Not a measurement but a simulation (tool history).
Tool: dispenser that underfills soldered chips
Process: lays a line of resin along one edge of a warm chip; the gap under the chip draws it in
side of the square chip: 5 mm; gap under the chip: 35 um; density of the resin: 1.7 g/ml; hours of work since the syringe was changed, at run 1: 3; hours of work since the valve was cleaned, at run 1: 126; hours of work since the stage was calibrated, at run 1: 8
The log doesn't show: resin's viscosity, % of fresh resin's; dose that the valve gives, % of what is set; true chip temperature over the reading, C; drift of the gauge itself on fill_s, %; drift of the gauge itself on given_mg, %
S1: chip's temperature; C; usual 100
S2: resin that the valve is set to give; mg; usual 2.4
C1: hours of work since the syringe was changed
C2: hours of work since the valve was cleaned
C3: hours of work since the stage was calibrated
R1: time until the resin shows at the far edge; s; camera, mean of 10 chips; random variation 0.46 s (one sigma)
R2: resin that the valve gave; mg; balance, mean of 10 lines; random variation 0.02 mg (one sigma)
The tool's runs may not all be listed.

| run | day | S1 | S2 | C1 | C2 | C3 | R1 | R2 |
|---|---|---|---|---|---|---|---|---|
| 1 | 0 | 100 | 2.4 | 3 | 126 | 8 | 43.5 | 2.16 |
| 2 | 0.125 | 100 | 2.4 | 5 | 128 | 10 | 49 | 2.19 |
|  | 0.233 | new syringe of resin |
| 3 | 0.329 | 100 | 2.01 | 1 | 131 | 13 | 39.7 | 1.83 |
| 4 | 0.492 | 100 | 2.01 | 4 | 133 | 15 | 47 | 1.79 |
| 5 | 0.633 | 100 | 2.01 | 6 | 135 | 17 | 52.9 | 1.83 |
|  | 0.692 | new syringe of resin |
| 6 | 0.767 | 100 | 2.01 | 1 | 137 | 19 | 40 | 1.84 |
|  | 0.962 | dispensing valve cleaned and set on the balance |
| 7 | 1.062 | 96 | 2.4 | 5 | 1 | 23 | 51.7 | 2.42 |
|  | 1.192 | new syringe of resin |
| 8 | 1.275 | 96 | 2.4 | 1 | 4 | 26 | 42.9 | 2.4 |
| 9 | 1.496 | 96 | 2.4 | 4 | 8 | 29 | 50.1 | 2.4 |
|  | 1.638 | new syringe of resin |
| 10 | 1.708 | 96 | 2.4 | 1 | 10 | 32 | 41.7 | 2.36 |
| 11 | 1.975 | 96 | 2.3 | 5 | 14 | 36 | 53.1 | 2.23 |
|  | 2.092 | new syringe of resin |
| 12 | 2.233 | 100 | 2.4 | 2 | 18 | 39 | 39.7 | 2.38 |
| 13 | 2.383 | 100 | 2.4 | 4 | 20 | 42 | 44.8 | 2.37 |
|  | 2.554 | new syringe of resin |
| 14 | 2.629 | 100 | 2.33 | 1 | 23 | 45 | 37.1 | 2.3 |
| 15 | 2.883 | 98 | 2.4 | 5 | 27 | 49 | 49.7 | 2.34 |
|  | 3.017 | new syringe of resin |
| 16 | 3.129 | 100 | 2.94 | 2 | 31 | 52 | 37.3 | 2.88 |
| 17 | 3.25 | 100 | 2.94 | 3 | 32 | 54 | 41.6 | 2.88 |
| 18 | 3.425 | 109 | 2.4 | 6 | 35 | 56 | 38.9 | 2.34 |
|  | 3.479 | new syringe of resin |
| 19 | 3.562 | 109 | 2.4 | 1 | 37 | 58 | 29.5 | 2.33 |
| 20 | 3.792 | 86 | 2.4 | 4 | 40 | 61 | 68.2 | 2.34 |
|  | 3.942 | new syringe of resin |
| 21 | 3.942 | 96 | 2.15 | 0 | 42 | 63 | 40.5 | 2.08 |
| 22 | 4.196 | 96 | 2.15 | 4 | 46 | 67 | 50.3 | 2.08 |
|  | 4.404 | new syringe of resin |
| 23 | 4.446 | 96 | 2.15 | 1 | 49 | 71 | 40.6 | 2.1 |
| 24 | 4.583 | 112 | 2.38 | 3 | 51 | 73 | 28.7 | 2.29 |
| 25 | 4.796 | 101 | 2.82 | 6 | 54 | 76 | 48 | 2.7 |
|  | 4.867 | new syringe of resin |
| 26 | 4.975 | 115 | 2.49 | 2 | 57 | 78 | 26.3 | 2.38 |
| 27 | 5.175 | 112 | 2.49 | 4 | 59 | 81 | 33.8 | 2.42 |
|  | 5.317 | new syringe of resin |
| 28 | 5.317 | 112 | 2.49 | 0 | 61 | 83 | 25.4 | 2.38 |
| 29 | 5.521 | 110 | 2.11 | 3 | 64 | 86 | 32.6 | 1.98 |
| 30 | 5.738 | 88 | 2.11 | 6 | 67 | 89 | 72.7 | 2.03 |
|  | 5.771 | new syringe of resin |
| 31 | 5.95 | 113 | 2.08 | 3 | 70 | 92 | 29.7 | 1.96 |
| 32 | 6.071 | 86 | 2.87 | 4 | 72 | 94 | 65.3 | 2.75 |
| 33 | 6.179 | 104 | 2.52 | 6 | 74 | 95 | 43.9 | 2.39 |
|  | 6.225 | new syringe of resin |
| 34 | 6.404 | 96 | 2.37 | 3 | 77 | 98 | 47.1 | 2.29 |
|  | 6.675 | new syringe of resin |
| 35 | 6.675 | 96 | 2.37 | 0 | 81 | 102 | 40.3 | 2.24 |

Hidden state at the last listed run before each entry between runs and at the first one after, where it differs:
Between runs 2 and 3: new syringe of resin (day 0.233)
  resin's viscosity, % of fresh resin's: 136 -> 108.1; dose that the valve gives, % of what is set: 91 -> 90.82; true chip temperature over the reading, C: 0.31 -> 0.3
  measured less the result without the state, R1: +13 -> +3.7 s; R2: -0.21 -> -0.18 mg
Between runs 5 and 6: new syringe of resin (day 0.692)
  resin's viscosity, % of fresh resin's: 139.8 -> 106.8; dose that the valve gives, % of what is set: 90.49 -> 90.37
  measured less the result without the state, R1: +15.9 -> +3.4 s; R2: -0.19 -> -0.19 mg
Between runs 6 and 7: dispensing valve cleaned and set on the balance (day 0.962)
  resin's viscosity, % of fresh resin's: 106.8 -> 132.7; dose that the valve gives, % of what is set: 90.37 -> 100; true chip temperature over the reading, C: 0.29 -> 0.28
  measured less the result without the state, R1: +3.4 -> +12.5 s; R2: -0.19 -> +0 mg
Between runs 7 and 8: new syringe of resin (day 1.192)
  resin's viscosity, % of fresh resin's: 132.7 -> 106.5; dose that the valve gives, % of what is set: 100 -> 99.8; true chip temperature over the reading, C: 0.28 -> 0.27
  measured less the result without the state, R1: +12.5 -> +2.3 s; R2: +0 -> +0 mg
Between runs 9 and 10: new syringe of resin (day 1.638)
  resin's viscosity, % of fresh resin's: 128.4 -> 105.2; dose that the valve gives, % of what is set: 99.6 -> 99.41
  measured less the result without the state, R1: +10.7 -> +1.8 s; R2: -0.01 -> -0.01 mg
Between runs 11 and 12: new syringe of resin (day 2.092)
  resin's viscosity, % of fresh resin's: 131.6 -> 114; dose that the valve gives, % of what is set: 99.15 -> 98.89; true chip temperature over the reading, C: 0.25 -> 0.24
  measured less the result without the state, R1: +12.4 -> +4.7 s; R2: -0.02 -> -0.03 mg
Between runs 13 and 14: new syringe of resin (day 2.554)
  resin's viscosity, % of fresh resin's: 129.6 -> 107.4; dose that the valve gives, % of what is set: 98.74 -> 98.5; true chip temperature over the reading, C: 0.24 -> 0.23
  measured less the result without the state, R1: +10.2 -> +2.4 s; R2: -0.03 -> -0.03 mg
Between runs 15 and 16: new syringe of resin (day 3.017)
  resin's viscosity, % of fresh resin's: 133.2 -> 108.2; dose that the valve gives, % of what is set: 98.25 -> 98.02; true chip temperature over the reading, C: 0.22 -> 0.21
  measured less the result without the state, R1: +12.3 -> +2.7 s; R2: -0.04 -> -0.06 mg
Between runs 18 and 19: new syringe of resin (day 3.479)
  resin's viscosity, % of fresh resin's: 139.1 -> 106.1; dose that the valve gives, % of what is set: 97.73 -> 97.62
  measured less the result without the state, R1: +10.8 -> +1.6 s; R2: -0.06 -> -0.05 mg
Between runs 20 and 21: new syringe of resin (day 3.942)
  resin's viscosity, % of fresh resin's: 128.8 -> 100.6; dose that the valve gives, % of what is set: 97.38 -> 97.23; true chip temperature over the reading, C: 0.19 -> 0.18
  measured less the result without the state, R1: +15.1 -> +0.3 s; R2: -0.07 -> -0.06 mg
Between runs 22 and 23: new syringe of resin (day 4.404)
  resin's viscosity, % of fresh resin's: 124.7 -> 103.8; dose that the valve gives, % of what is set: 96.97 -> 96.72; true chip temperature over the reading, C: 0.18 -> 0.17
  measured less the result without the state, R1: +10.1 -> +1.5 s; R2: -0.07 -> -0.07 mg
Between runs 25 and 26: new syringe of resin (day 4.867)
  resin's viscosity, % of fresh resin's: 139.3 -> 109.5; dose that the valve gives, % of what is set: 96.37 -> 96.19; true chip temperature over the reading, C: 0.16 -> 0.15
  measured less the result without the state, R1: +13.5 -> +2.2 s; R2: -0.1 -> -0.09 mg
Between runs 27 and 28: new syringe of resin (day 5.317)
  resin's viscosity, % of fresh resin's: 129.7 -> 100.8; dose that the valve gives, % of what is set: 95.99 -> 95.86
  measured less the result without the state, R1: +7.8 -> +0.2 s; R2: -0.1 -> -0.1 mg
Between runs 30 and 31: new syringe of resin (day 5.771)
  resin's viscosity, % of fresh resin's: 143.8 -> 114.4; dose that the valve gives, % of what is set: 95.46 -> 95.24; true chip temperature over the reading, C: 0.13 -> 0.12
  measured less the result without the state, R1: +22.7 -> +3.9 s; R2: -0.1 -> -0.1 mg
Between runs 33 and 34: new syringe of resin (day 6.225)
  resin's viscosity, % of fresh resin's: 138.9 -> 115.2; dose that the valve gives, % of what is set: 95.03 -> 94.81
  measured less the result without the state, R1: +12.4 -> +6.3 s; R2: -0.12 -> -0.12 mg
Between runs 34 and 35: new syringe of resin (day 6.675)
  resin's viscosity, % of fresh resin's: 115.2 -> 99.9; dose that the valve gives, % of what is set: 94.81 -> 94.54; true chip temperature over the reading, C: 0.11 -> 0.1
  measured less the result without the state, R1: +6.3 -> +0.1 s; R2: -0.12 -> -0.13 mg
